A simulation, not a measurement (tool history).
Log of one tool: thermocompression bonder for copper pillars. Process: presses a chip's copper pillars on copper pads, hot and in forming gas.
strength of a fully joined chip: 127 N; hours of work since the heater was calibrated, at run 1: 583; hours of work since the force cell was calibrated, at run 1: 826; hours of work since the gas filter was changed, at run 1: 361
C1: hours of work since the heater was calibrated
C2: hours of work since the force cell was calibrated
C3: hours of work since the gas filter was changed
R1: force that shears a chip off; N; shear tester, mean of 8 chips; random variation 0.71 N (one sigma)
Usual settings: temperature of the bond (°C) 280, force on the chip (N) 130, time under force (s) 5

{"run": 1, "hour": 0.0, "temperature of the bond (°C)": 280, "force on the chip (N)": 130, "time under force (s)": 5, "C1": 583, "C2": 826, "C3": 361, "R1": 46.4}
{"run": 2, "hour": 30.1, "temperature of the bond (°C)": 280, "force on the chip (N)": 130, "time under force (s)": 11, "C1": 601, "C2": 844, "C3": 379, "R1": 59.3}
{"run": 3, "hour": 83.1, "temperature of the bond (°C)": 280, "force on the chip (N)": 130, "time under force (s)": 11, "C1": 632, "C2": 876, "C3": 411, "R1": 57.6}
{"run": 4, "hour": 133.7, "temperature of the bond (°C)": 280, "force on the chip (N)": 130, "time under force (s)": 13, "C1": 663, "C2": 906, "C3": 441, "R1": 61.9}
{"run": 5, "hour": 164.4, "temperature of the bond (°C)": 280, "force on the chip (N)": 130, "time under force (s)": 5, "C1": 681, "C2": 924, "C3": 459, "R1": 42.6}
{"hour": 207.6, "done": "forming gas filter changed"}
{"run": 6, "hour": 207.6, "temperature of the bond (°C)": 280, "force on the chip (N)": 130, "time under force (s)": 5, "C1": 707, "C2": 950, "C3": 0, "R1": 48.1}
{"run": 7, "hour": 267.4, "temperature of the bond (°C)": 280, "force on the chip (N)": 130, "time under force (s)": 5, "C1": 742, "C2": 986, "C3": 36, "R1": 48.3}
{"run": 8, "hour": 312.2, "temperature of the bond (°C)": 280, "force on the chip (N)": 130, "time under force (s)": 5, "C1": 769, "C2": 1013, "C3": 63, "R1": 48.2}
{"run": 9, "hour": 354.7, "temperature of the bond (°C)": 280, "force on the chip (N)": 130, "time under force (s)": 7, "C1": 795, "C2": 1038, "C3": 88, "R1": 54.4}
{"run": 10, "hour": 413.8, "temperature of the bond (°C)": 280, "force on the chip (N)": 130, "time under force (s)": 7, "C1": 830, "C2": 1074, "C3": 124, "R1": 52}
{"run": 11, "hour": 462.4, "temperature of the bond (°C)": 280, "force on the chip (N)": 130, "time under force (s)": 5, "C1": 859, "C2": 1103, "C3": 153, "R1": 45.7}
{"hour": 469.6, "done": "heater calibrated with a thermocouple chip"}
{"run": 12, "hour": 505.8, "temperature of the bond (°C)": 280, "force on the chip (N)": 130, "time under force (s)": 5, "C1": 22, "C2": 1128, "C3": 177, "R1": 43.6}
{"run": 13, "hour": 562.9, "temperature of the bond (°C)": 280, "force on the chip (N)": 130, "time under force (s)": 5, "C1": 56, "C2": 1162, "C3": 212, "R1": 44.6}
{"run": 14, "hour": 598.3, "temperature of the bond (°C)": 280, "force on the chip (N)": 130, "time under force (s)": 5, "C1": 77, "C2": 1183, "C3": 233, "R1": 43.5}
{"run": 15, "hour": 651.2, "temperature of the bond (°C)": 280, "force on the chip (N)": 130, "time under force (s)": 5, "C1": 109, "C2": 1215, "C3": 265, "R1": 44}
{"run": 16, "hour": 707.9, "temperature of the bond (°C)": 280, "force on the chip (N)": 130, "time under force (s)": 5, "C1": 143, "C2": 1249, "C3": 299, "R1": 42.8}
{"run": 17, "hour": 762.7, "temperature of the bond (°C)": 299, "force on the chip (N)": 130, "time under force (s)": 6, "C1": 176, "C2": 1281, "C3": 331, "R1": 57.9}
{"hour": 803.7, "done": "heater calibrated with a thermocouple chip, once more"}
{"run": 18, "hour": 803.7, "temperature of the bond (°C)": 280, "force on the chip (N)": 79, "time under force (s)": 5, "C1": 0, "C2": 1305, "C3": 355, "R1": 32.9}
{"run": 19, "hour": 844.6, "temperature of the bond (°C)": 257, "force on the chip (N)": 147, "time under force (s)": 3, "C1": 24, "C2": 1329, "C3": 379, "R1": 30.2}
{"run": 20, "hour": 902.2, "temperature of the bond (°C)": 255, "force on the chip (N)": 112, "time under force (s)": 5, "C1": 59, "C2": 1364, "C3": 414, "R1": 28.8}
{"run": 21, "hour": 960.6, "temperature of the bond (°C)": 290, "force on the chip (N)": 151, "time under force (s)": 5, "C1": 94, "C2": 1399, "C3": 449, "R1": 57.1}
{"run": 22, "hour": 1002.6, "temperature of the bond (°C)": 285, "force on the chip (N)": 95, "time under force (s)": 5, "C1": 119, "C2": 1424, "C3": 474, "R1": 38}
{"hour": 1023.1, "done": "forming gas filter changed"}
{"run": 23, "hour": 1030.2, "temperature of the bond (°C)": 285, "force on the chip (N)": 95, "time under force (s)": 5, "C1": 135, "C2": 1440, "C3": 4, "R1": 42.2}
{"run": 24, "hour": 1074.6, "temperature of the bond (°C)": 272, "force on the chip (N)": 167, "time under force (s)": 6, "C1": 162, "C2": 1467, "C3": 31, "R1": 57}
{"run": 25, "hour": 1116.6, "temperature of the bond (°C)": 296, "force on the chip (N)": 130, "time under force (s)": 5, "C1": 187, "C2": 1492, "C3": 56, "R1": 58.5}
{"run": 26, "hour": 1154.0, "temperature of the bond (°C)": 296, "force on the chip (N)": 130, "time under force (s)": 5, "C1": 210, "C2": 1514, "C3": 78, "R1": 59.4}
{"hour": 1192.9, "done": "force cell calibrated"}
{"run": 27, "hour": 1192.9, "temperature of the bond (°C)": 299, "force on the chip (N)": 125, "time under force (s)": 4, "C1": 232, "C2": 0, "C3": 101, "R1": 53.7}
{"run": 28, "hour": 1252.1, "temperature of the bond (°C)": 290, "force on the chip (N)": 139, "time under force (s)": 5, "C1": 267, "C2": 35, "C3": 136, "R1": 55.8}
{"run": 29, "hour": 1311.6, "temperature of the bond (°C)": 301, "force on the chip (N)": 130, "time under force (s)": 11, "C1": 303, "C2": 71, "C3": 172, "R1": 78.3}
{"run": 30, "hour": 1355.5, "temperature of the bond (°C)": 289, "force on the chip (N)": 130, "time under force (s)": 5, "C1": 329, "C2": 97, "C3": 198, "R1": 51.5}
{"run": 31, "hour": 1387.8, "temperature of the bond (°C)": 280, "force on the chip (N)": 165, "time under force (s)": 3, "C1": 349, "C2": 117, "C3": 218, "R1": 44.7}

Hidden state or all else? Some run-to-run changes of R1, split into what the settings, what came in and random variation would give without the hidden state, and what is left for the hidden state (with any gauge scatter that isn't in both results):
The hidden state here: true temperature of the bond over the reading, C; force that reaches the chip, % of what is set; oxide that the forming gas leaves, % of the face; drift of the gauge itself on shear_n, %.
Run 5 -> 6: forming gas filter changed. R1 +5.5 N: hidden state +4.4, all else +1.1.
Run 17 -> 18: temperature of the bond (°C) 299 -> 280, force on the chip (N) 130 -> 79, time under force (s) 6 -> 5, heater calibrated with a thermocouple chip, once more. R1 -25 N: hidden state +6.8, all else -31.8.
Run 20 -> 21: temperature of the bond (°C) 255 -> 290, force on the chip (N) 112 -> 151. R1 +28.3 N: hidden state -2.8, all else +31.1.
Run 22 -> 23: forming gas filter changed. R1 +4.2 N: hidden state +4, all else +0.2.
Run 29 -> 30: temperature of the bond (°C) 301 -> 289, time under force (s) 11 -> 5. R1 -26.8 N: hidden state +0.7, all else -27.5.
